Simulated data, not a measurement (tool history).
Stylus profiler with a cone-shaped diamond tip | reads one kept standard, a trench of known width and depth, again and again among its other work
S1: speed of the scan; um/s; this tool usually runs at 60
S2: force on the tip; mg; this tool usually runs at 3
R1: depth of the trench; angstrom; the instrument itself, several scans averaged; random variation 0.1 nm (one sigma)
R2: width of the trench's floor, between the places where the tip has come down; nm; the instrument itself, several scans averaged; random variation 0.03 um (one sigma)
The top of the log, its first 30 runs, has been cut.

run	hour	S1	S2	R1	R2
31	2228.2	44	1.54	997	47110
32	2294.7	44	1.54	996.1	47090
33	2365.9	24	3.54	1000.7	47170
34	2436.4	83	2.72	1000	46960
35	2494.5	18	3	998.8	47150
# hour 2530.7: height scale calibrated on a step standard, once more
36	2577.9	232	4.2	1012.7	46710
37	2643.4	198	3.62	1009.6	46820
38	2727.3	198	5.87	1015	46890
39	2817.1	60	3.43	1009	46980
40	2893	60	3.43	1009.8	47030
41	2989	33	2.82	1007.2	47070
42	3083	15	3	1006.8	47100
43	3160.5	147	3.27	1008.6	46810
44	3211.8	147	3.27	1009.6	46800
45	3257.3	28	7.17	1014.5	47080
46	3306.7	28	7.17	1015.2	47070

Alternative continuations, all from the tool just after run 46; predict every row:
A	3393.4	112	6.97	?	?
B	3393.4	25	6.31	?	?
C	3393.4	15	2.46	?	?

run	R1	R2
A	1012.4	46850
B	1014.5	47060
C	1006	47100
The same runs, with their run-to-run variation unchanged, on a tool lacking any hidden condition would have given:
run	R1	R2
A	1014.2	47780
B	1016.3	47990
C	1007.8	48030
